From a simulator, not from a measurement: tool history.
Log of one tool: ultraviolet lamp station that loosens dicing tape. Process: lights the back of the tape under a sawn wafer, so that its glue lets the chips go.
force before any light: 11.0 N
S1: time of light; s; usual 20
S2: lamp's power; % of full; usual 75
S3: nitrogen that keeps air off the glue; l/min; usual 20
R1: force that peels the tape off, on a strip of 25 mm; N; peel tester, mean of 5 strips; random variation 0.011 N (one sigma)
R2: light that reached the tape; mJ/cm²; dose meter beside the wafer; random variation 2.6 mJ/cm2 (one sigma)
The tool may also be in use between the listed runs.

{"run": 1, "hour": 0.0, "S1": 20, "S2": 75, "S3": 20, "R1": 0.59, "R2": 314}
{"run": 2, "hour": 5.6, "S1": 20, "S2": 75, "S3": 20, "R1": 0.601, "R2": 308}
{"run": 3, "hour": 11.6, "S1": 20, "S2": 75, "S3": 20, "R1": 0.578, "R2": 307}
{"run": 4, "hour": 18.6, "S1": 20, "S2": 75, "S3": 20, "R1": 0.619, "R2": 303}
{"run": 5, "hour": 27.2, "S1": 20, "S2": 99, "S3": 20, "R1": 0.306, "R2": 401}
{"run": 6, "hour": 31.4, "S1": 20, "S2": 99, "S3": 20, "R1": 0.296, "R2": 397}
{"run": 7, "hour": 35.6, "S1": 20, "S2": 75, "S3": 20, "R1": 0.659, "R2": 302}
{"run": 8, "hour": 39.5, "S1": 20, "S2": 75, "S3": 20, "R1": 0.625, "R2": 303}
{"run": 9, "hour": 48.5, "S1": 20, "S2": 75, "S3": 20, "R1": 0.652, "R2": 303}
{"run": 10, "hour": 52.6, "S1": 20, "S2": 75, "S3": 20, "R1": 0.643, "R2": 298}
{"run": 11, "hour": 57.6, "S1": 20, "S2": 75, "S3": 20, "R1": 0.635, "R2": 295}
{"run": 12, "hour": 63.9, "S1": 20, "S2": 75, "S3": 20, "R1": 0.623, "R2": 294}
{"run": 13, "hour": 69.7, "S1": 20, "S2": 75, "S3": 20, "R1": 0.655, "R2": 300}
{"run": 14, "hour": 77.7, "S1": 32, "S2": 75, "S3": 20, "R1": 0.21, "R2": 475}
{"run": 15, "hour": 85.1, "S1": 20, "S2": 75, "S3": 20, "R1": 0.68, "R2": 291}
{"run": 16, "hour": 91.1, "S1": 20, "S2": 75, "S3": 20, "R1": 0.705, "R2": 284}
{"run": 17, "hour": 98.0, "S1": 20, "S2": 75, "S3": 20, "R1": 0.704, "R2": 287}
{"run": 18, "hour": 102.8, "S1": 20, "S2": 75, "S3": 14, "R1": 1.002, "R2": 281}
{"run": 19, "hour": 107.7, "S1": 35, "S2": 75, "S3": 14, "R1": 0.262, "R2": 494}
{"run": 20, "hour": 116.0, "S1": 24, "S2": 75, "S3": 14, "R1": 0.564, "R2": 365}
{"run": 21, "hour": 125.3, "S1": 24, "S2": 75, "S3": 14, "R1": 0.556, "R2": 367}
{"run": 22, "hour": 134.0, "S1": 10, "S2": 75, "S3": 20, "R1": 2.48, "R2": 149}
{"run": 23, "hour": 141.7, "S1": 12, "S2": 70, "S3": 39, "R1": 1.383, "R2": 169}
{"run": 24, "hour": 149.6, "S1": 15, "S2": 84, "S3": 24, "R1": 0.803, "R2": 254}
{"run": 25, "hour": 154.6, "S1": 15, "S2": 84, "S3": 24, "R1": 0.827, "R2": 250}
{"run": 26, "hour": 160.7, "S1": 14, "S2": 97, "S3": 8, "R1": 1.777, "R2": 268}
{"run": 27, "hour": 167.9, "S1": 18, "S2": 94, "S3": 36, "R1": 0.285, "R2": 335}
{"run": 28, "hour": 176.2, "S1": 18, "S2": 94, "S3": 21, "R1": 0.46, "R2": 331}
{"run": 29, "hour": 180.1, "S1": 20, "S2": 67, "S3": 20, "R1": 0.854, "R2": 262}
{"run": 30, "hour": 185.1, "S1": 23, "S2": 75, "S3": 9, "R1": 1.066, "R2": 335}
{"run": 31, "hour": 192.8, "S1": 20, "S2": 94, "S3": 20, "R1": 0.372, "R2": 367}
{"run": 32, "hour": 199.9, "S1": 20, "S2": 94, "S3": 20, "R1": 0.391, "R2": 365}
{"run": 33, "hour": 207.3, "S1": 20, "S2": 94, "S3": 20, "R1": 0.393, "R2": 362}
{"run": 34, "hour": 211.1, "S1": 20, "S2": 92, "S3": 39, "R1": 0.24, "R2": 352}
{"run": 35, "hour": 218.6, "S1": 20, "S2": 67, "S3": 18, "R1": 0.998, "R2": 257}
{"run": 36, "hour": 223.3, "S1": 24, "S2": 77, "S3": 13, "R1": 0.647, "R2": 351}
{"run": 37, "hour": 232.5, "S1": 24, "S2": 77, "S3": 13, "R1": 0.629, "R2": 351}
{"run": 38, "hour": 237.4, "S1": 11, "S2": 77, "S3": 20, "R1": 2.237, "R2": 162}
{"run": 39, "hour": 241.6, "S1": 17, "S2": 88, "S3": 6, "R1": 2.011, "R2": 280}
{"run": 40, "hour": 248.6, "S1": 11, "S2": 91, "S3": 8, "R1": 3.152, "R2": 188}
{"run": 41, "hour": 257.7, "S1": 11, "S2": 91, "S3": 8, "R1": 3.059, "R2": 184}
{"run": 42, "hour": 265.3, "S1": 31, "S2": 75, "S3": 21, "R1": 0.249, "R2": 429}
{"run": 43, "hour": 270.6, "S1": 31, "S2": 75, "S3": 8, "R1": 0.657, "R2": 435}

Not shown: 2 entries that the log had between the listed runs. Between which runs, and how does the tool's hidden state differ before and after?
Between runs 15 and 16: window cleaned of glue's vapour (hour 86.3)
  light that the window lets through, % of a clean one's: 94 -> 91.6
  measured less the result without the state, R1: +0.186 -> +0.227 N; R2: -39 -> -47 mJ/cm²
Between runs 19 and 20: window cleaned of glue's vapour, once more (hour 110.1)
  lamp's light, % of a new lamp's: 93.4 -> 93.3; light that the window lets through, % of a clean one's: 90.9 -> 98.7
  measured less the result without the state, R1: +0.076 -> +0.108 N; R2: -88 -> -32 mJ/cm²
